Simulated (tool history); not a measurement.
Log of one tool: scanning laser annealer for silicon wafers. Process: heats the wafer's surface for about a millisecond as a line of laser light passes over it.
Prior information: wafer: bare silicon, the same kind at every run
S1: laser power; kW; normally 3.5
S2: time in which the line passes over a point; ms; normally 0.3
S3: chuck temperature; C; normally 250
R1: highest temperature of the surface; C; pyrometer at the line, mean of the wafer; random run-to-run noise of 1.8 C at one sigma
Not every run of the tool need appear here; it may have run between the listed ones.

Run 1, hour 0: usual settings. Result: R1 1045 C.
Run 2, hour 8.6: usual settings. Result: R1 1049 C.
Run 3, hour 16.9: usual settings. Result: R1 1050 C.
Run 4, hour 27.5: usual settings but S2 0.236 ms. Result: R1 968 C.
Run 5, hour 32.4: usual settings but S2 0.236 ms. Result: R1 967 C.
Run 6, hour 38.4: usual settings. Result: R1 1050 C.
Run 7, hour 43.5: usual settings. Result: R1 1051 C.
Run 8, hour 51.8: usual settings but S1 3.27 kW. Result: R1 987 C.
Run 9, hour 57.4: usual settings but S1 3.27 kW. Result: R1 986 C.
Run 10, hour 67.4: usual settings but S2 0.228 ms. Result: R1 954 C.
Run 11, hour 75.6: usual settings but S2 0.228 ms. Result: R1 957 C.
Run 12, hour 82.5: usual settings. Result: R1 1043 C.
Run 13, hour 88: usual settings but S2 0.275 ms. Result: R1 1014 C.
Run 14, hour 93: usual settings but S2 0.275 ms. Result: R1 1016 C.
Run 15, hour 102.3: usual settings. Result: R1 1047 C.
Run 16, hour 110.2: usual settings. Result: R1 1044 C.
Run 17, hour 114.6: usual settings. Result: R1 1042 C.
Run 18, hour 124.3: usual settings. Result: R1 1045 C.
Run 19, hour 133: usual settings but S2 0.321 ms. Result: R1 1068 C.
Run 20, hour 142.1: usual settings but S2 0.321 ms, S3 259 C. Result: R1 1076 C.
Run 21, hour 151.8: usual settings but S1 3.764 kW, S2 0.368 ms, S3 242 C. Result: R1 1184 C.
Run 22, hour 158.6: usual settings but S1 3.163 kW, S2 0.29 ms, S3 269 C. Result: R1 964 C.
Run 23, hour 169.1: usual settings but S1 3.043 kW, S2 0.34 ms, S3 232 C. Result: R1 944 C.
Run 24, hour 175.8: usual settings but S1 3.747 kW, S2 0.272 ms. Result: R1 1066 C.
Run 25, hour 185.3: usual settings but S1 3.64 kW, S3 241 C. Result: R1 1065 C.
Run 26, hour 191.7: usual settings but S1 3.64 kW, S3 241 C. Result: R1 1068 C.
Run 27, hour 202.1: usual settings but S1 3.64 kW, S3 241 C. Result: R1 1068 C.
Run 28, hour 208.7: usual settings but S1 3.64 kW, S3 241 C. Result: R1 1067 C.
Run 29, hour 214.7: usual settings but S1 3.64 kW, S2 0.334 ms, S3 255 C. Result: R1 1120 C.
Run 30, hour 222: usual settings but S1 3.831 kW, S2 0.252 ms, S3 253 C. Result: R1 1063 C.
Run 31, hour 227.4: usual settings but S1 3.831 kW, S2 0.252 ms, S3 253 C. Result: R1 1063 C.
Run 32, hour 238.2: usual settings but S1 3.698 kW, S2 0.345 ms, S3 272 C. Result: R1 1167 C.
Run 33, hour 242.7: usual settings but S2 0.364 ms. Result: R1 1107 C.
Run 34, hour 252.7: usual settings but S2 0.325 ms. Result: R1 1066 C.
Run 35, hour 260.8: usual settings but S2 0.325 ms. Result: R1 1062 C.
Run 36, hour 271.2: usual settings but S1 3.045 kW, S3 267 C. Result: R1 936 C.
Run 37, hour 275.7: usual settings but S1 3.045 kW, S3 267 C. Result: R1 937 C.
Run 38, hour 285: usual settings but S1 3.111 kW, S2 0.328 ms, S3 274 C. Result: R1 988 C.
Run 39, hour 290.5: usual settings but S1 3.688 kW. Result: R1 1085 C.

Alternative continuations, all from the tool just after run 39; predict every row:
Run A, hour 296.9: usual settings but S1 3.688 kW, S3 234 C. Result: R1 ?.
Run B, hour 296.9: usual settings but S1 3.767 kW. Result: R1 ?.
Run C, hour 296.9: usual settings but S1 3.688 kW, S3 256 C. Result: R1 ?.
Run D, hour 296.9: usual settings but S3 239 C. Result: R1 ?.
Run E, hour 296.9: usual settings but S1 3.251 kW, S3 269 C. Result: R1 ?.

run    R1
  A  1068
  B  1106
  C  1088
  D  1026
  E   996
Had the tool no hidden state, the same runs would have come out as:
run    R1
  A  1107
  B  1147
  C  1127
  D  1064
  E  1030

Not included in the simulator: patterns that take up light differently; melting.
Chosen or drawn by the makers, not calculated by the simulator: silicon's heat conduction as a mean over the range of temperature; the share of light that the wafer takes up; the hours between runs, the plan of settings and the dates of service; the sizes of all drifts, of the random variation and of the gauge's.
